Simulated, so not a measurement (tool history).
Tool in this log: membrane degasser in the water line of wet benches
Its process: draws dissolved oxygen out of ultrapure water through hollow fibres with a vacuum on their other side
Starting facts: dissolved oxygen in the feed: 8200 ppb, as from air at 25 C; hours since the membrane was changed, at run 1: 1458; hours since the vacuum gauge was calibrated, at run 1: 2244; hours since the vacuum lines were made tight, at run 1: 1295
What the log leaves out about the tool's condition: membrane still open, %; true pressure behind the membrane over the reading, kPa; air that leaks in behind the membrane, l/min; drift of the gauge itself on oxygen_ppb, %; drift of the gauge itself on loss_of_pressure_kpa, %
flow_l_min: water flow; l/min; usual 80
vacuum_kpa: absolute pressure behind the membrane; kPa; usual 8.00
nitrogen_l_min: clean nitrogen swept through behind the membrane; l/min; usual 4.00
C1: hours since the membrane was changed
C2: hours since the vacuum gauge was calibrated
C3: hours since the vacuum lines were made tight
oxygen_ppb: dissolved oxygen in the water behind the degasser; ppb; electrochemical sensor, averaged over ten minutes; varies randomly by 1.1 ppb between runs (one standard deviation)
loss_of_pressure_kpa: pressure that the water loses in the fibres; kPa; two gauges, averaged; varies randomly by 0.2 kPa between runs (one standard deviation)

Run 1, day 0.000: usual settings; C1 1458; C2 2244; C3 1295. Result: oxygen_ppb 216.8 ppb, loss_of_pressure_kpa 46.14 kPa.
Run 2, day 1.658: usual settings; C1 1498; C2 2284; C3 1335. Result: oxygen_ppb 218.0 ppb, loss_of_pressure_kpa 46.29 kPa.
Run 3, day 3.079: usual settings; C1 1532; C2 2318; C3 1369. Result: oxygen_ppb 217.1 ppb, loss_of_pressure_kpa 46.42 kPa.
Run 4, day 4.283: usual settings; C1 1561; C2 2347; C3 1398. Result: oxygen_ppb 215.3 ppb, loss_of_pressure_kpa 46.49 kPa.
Run 5, day 5.250: usual settings but flow_l_min 113 l/min; C1 1584; C2 2370; C3 1421. Result: oxygen_ppb 322.7 ppb, loss_of_pressure_kpa 65.05 kPa.
Run 6, day 6.442: usual settings but flow_l_min 113 l/min; C1 1612; C2 2399; C3 1450. Result: oxygen_ppb 318.9 ppb, loss_of_pressure_kpa 65.58 kPa.
Run 7, day 8.000: usual settings but flow_l_min 113 l/min; C1 1650; C2 2436; C3 1487. Result: oxygen_ppb 319.7 ppb, loss_of_pressure_kpa 65.96 kPa.
Run 8, day 9.396: usual settings but flow_l_min 113 l/min; C1 1683; C2 2470; C3 1521. Result: oxygen_ppb 321.4 ppb, loss_of_pressure_kpa 66.39 kPa.
Run 9, day 10.204: usual settings but nitrogen_l_min 1.87 l/min; C1 1703; C2 2489; C3 1540. Result: oxygen_ppb 401.8 ppb, loss_of_pressure_kpa 46.71 kPa.
Run 10, day 11.750: usual settings but flow_l_min 82 l/min; C1 1740; C2 2526; C3 1577. Result: oxygen_ppb 223.1 ppb, loss_of_pressure_kpa 47.97 kPa.
Run 11, day 13.350: usual settings but flow_l_min 82 l/min; C1 1778; C2 2565; C3 1616. Result: oxygen_ppb 222.8 ppb, loss_of_pressure_kpa 48.02 kPa.
Run 12, day 14.488: usual settings but flow_l_min 82 l/min; C1 1806; C2 2592; C3 1643. Result: oxygen_ppb 223.1 ppb, loss_of_pressure_kpa 47.82 kPa.
Run 13, day 16.017: usual settings but nitrogen_l_min 4.74 l/min; C1 1842; C2 2629; C3 1680. Result: oxygen_ppb 189.4 ppb, loss_of_pressure_kpa 47.05 kPa.
Run 14, day 16.925: usual settings but vacuum_kpa 12.06 kPa; C1 1864; C2 2651; C3 1702. Result: oxygen_ppb 388.1 ppb, loss_of_pressure_kpa 47.07 kPa.
Run 15, day 18.750: usual settings but vacuum_kpa 12.06 kPa; C1 1908; C2 2694; C3 1745. Result: oxygen_ppb 386.0 ppb, loss_of_pressure_kpa 47.58 kPa.
Run 16, day 19.550: usual settings but flow_l_min 126 l/min, vacuum_kpa 17.41 kPa, nitrogen_l_min 6.63 l/min; C1 1927; C2 2713; C3 1765. Result: oxygen_ppb 624.9 ppb, loss_of_pressure_kpa 75.46 kPa.
At day 20.625: gauge calibrated.
Run 17, day 20.988: usual settings but flow_l_min 114 l/min; C1 1962; C2 2748; C3 1799. Result: oxygen_ppb 321.0 ppb, loss_of_pressure_kpa 65.65 kPa.
Run 18, day 22.762: usual settings but flow_l_min 114 l/min, vacuum_kpa 8.73 kPa, nitrogen_l_min 6.31 l/min; C1 2004; C2 2791; C3 1842. Result: oxygen_ppb 259.1 ppb, loss_of_pressure_kpa 66.14 kPa.
Run 19, day 24.483: usual settings but flow_l_min 59 l/min; C1 2045; C2 2832; C3 1883. Result: oxygen_ppb 160.9 ppb, loss_of_pressure_kpa 34.25 kPa.
Run 20, day 26.133: usual settings but flow_l_min 59 l/min; C1 2085; C2 2872; C3 1923. Result: oxygen_ppb 160.8 ppb, loss_of_pressure_kpa 34.68 kPa.
Run 21, day 27.142: usual settings but flow_l_min 59 l/min; C1 2109; C2 2896; C3 1947. Result: oxygen_ppb 160.9 ppb, loss_of_pressure_kpa 34.24 kPa.
Run 22, day 28.033: usual settings but nitrogen_l_min 8.08 l/min; C1 2131; C2 2917; C3 1968. Result: oxygen_ppb 120.2 ppb, loss_of_pressure_kpa 47.06 kPa.
Run 23, day 29.321: usual settings but flow_l_min 53 l/min, vacuum_kpa 9.21 kPa, nitrogen_l_min 3.36 l/min; C1 2161; C2 2948; C3 1999. Result: oxygen_ppb 214.5 ppb, loss_of_pressure_kpa 30.85 kPa.
Run 24, day 30.588: usual settings but flow_l_min 127 l/min, vacuum_kpa 5.75 kPa; C1 2192; C2 2978; C3 2030. Result: oxygen_ppb 227.4 ppb, loss_of_pressure_kpa 74.13 kPa.
Run 25, day 31.983: usual settings but flow_l_min 82 l/min, vacuum_kpa 9.52 kPa; C1 2225; C2 3012; C3 2063. Result: oxygen_ppb 286.6 ppb, loss_of_pressure_kpa 48.18 kPa.
Run 26, day 33.729: usual settings but flow_l_min 55 l/min, vacuum_kpa 8.55 kPa, nitrogen_l_min 1.82 l/min; C1 2267; C2 3054; C3 2105. Result: oxygen_ppb 332.2 ppb, loss_of_pressure_kpa 32.39 kPa.

What if the next run were any one of these 4? Each begins from the tool's condition after run 26:
Run A, day 35.375: usual settings but flow_l_min 55 l/min, vacuum_kpa 7.83 kPa, nitrogen_l_min 1.82 l/min; C1 2307; C2 3093; C3 2144. Result: oxygen_ppb ?, loss_of_pressure_kpa ?.
Run B, day 35.375: usual settings but flow_l_min 50 l/min, vacuum_kpa 13.46 kPa, nitrogen_l_min 10.38 l/min; C1 2307; C2 3093; C3 2144. Result: oxygen_ppb ?, loss_of_pressure_kpa ?.
Run C, day 35.375: usual settings but flow_l_min 106 l/min, vacuum_kpa 8.01 kPa, nitrogen_l_min 10.05 l/min; C1 2307; C2 3093; C3 2144. Result: oxygen_ppb ?, loss_of_pressure_kpa ?.
Run D, day 35.375: usual settings but flow_l_min 50 l/min, vacuum_kpa 12.72 kPa, nitrogen_l_min 3.83 l/min; C1 2307; C2 3093; C3 2144. Result: oxygen_ppb ?, loss_of_pressure_kpa ?.

run  oxygen_ppb  loss_of_pressure_kpa
  A       286.7                 32.35
  B       119.0                 29.58
  C       149.1                 62.43
  D       278.4                 29.17
Without the tool's unlogged condition, the same runs would have read:
run  oxygen_ppb  loss_of_pressure_kpa
  A       286.6                 31.71
  B       119.0                 29.00
  C       149.0                 61.19
  D       278.4                 28.59
